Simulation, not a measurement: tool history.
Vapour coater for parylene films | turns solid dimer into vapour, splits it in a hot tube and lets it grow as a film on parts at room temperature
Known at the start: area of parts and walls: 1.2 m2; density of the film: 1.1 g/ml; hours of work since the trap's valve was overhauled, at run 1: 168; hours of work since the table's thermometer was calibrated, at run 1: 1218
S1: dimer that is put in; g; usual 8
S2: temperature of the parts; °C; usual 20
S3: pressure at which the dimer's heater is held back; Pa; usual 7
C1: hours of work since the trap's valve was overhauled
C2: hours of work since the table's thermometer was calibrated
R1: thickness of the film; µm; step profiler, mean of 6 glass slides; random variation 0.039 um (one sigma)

{"run": 1, "hour": 0.0, "S1": 8, "S2": 20, "S3": 7, "C1": 168, "C2": 1218, "R1": 3.61}
{"run": 2, "hour": 34.8, "S1": 8, "S2": 20, "S3": 7, "C1": 196, "C2": 1246, "R1": 3.72}
{"run": 3, "hour": 70.4, "S1": 8, "S2": 20, "S3": 7, "C1": 224, "C2": 1275, "R1": 3.64}
{"run": 4, "hour": 133.1, "S1": 8, "S2": 20, "S3": 7, "C1": 275, "C2": 1325, "R1": 3.58}
{"run": 5, "hour": 180.6, "S1": 8, "S2": 20, "S3": 7, "C1": 313, "C2": 1363, "R1": 3.48}
{"run": 6, "hour": 226.5, "S1": 8, "S2": 20, "S3": 7, "C1": 350, "C2": 1400, "R1": 3.43}
{"hour": 280.0, "done": "trap's valve overhauled"}
{"run": 7, "hour": 306.2, "S1": 12, "S2": 25, "S3": 7, "C1": 21, "C2": 1461, "R1": 5.06}
{"run": 8, "hour": 345.5, "S1": 10, "S2": 25, "S3": 7, "C1": 53, "C2": 1492, "R1": 4.2}
{"run": 9, "hour": 414.2, "S1": 3, "S2": 14, "S3": 10.09, "C1": 108, "C2": 1547, "R1": 1.58}
{"run": 10, "hour": 468.8, "S1": 13, "S2": 19, "S3": 10.09, "C1": 151, "C2": 1591, "R1": 5.85}
{"run": 11, "hour": 516.1, "S1": 3, "S2": 20, "S3": 5.6, "C1": 189, "C2": 1629, "R1": 1.45}

3 ways to go on from here, each from the tool as it stands after run 11. What would each give?
{"run": "A", "hour": 572.8, "S1": 10, "S2": 30, "S3": 2.38, "C1": 235, "C2": 1675, "R1": "?"}
{"run": "B", "hour": 572.8, "S1": 12, "S2": 31, "S3": 4.38, "C1": 235, "C2": 1675, "R1": "?"}
{"run": "C", "hour": 572.8, "S1": 6, "S2": 25, "S3": 11.4, "C1": 235, "C2": 1675, "R1": "?"}

run=A R1=4.2
run=B R1=4.32
run=C R1=2.15
Without the tool's hidden state the same runs would have given:
run=A R1=4.81
run=B R1=4.94
run=C R1=2.46
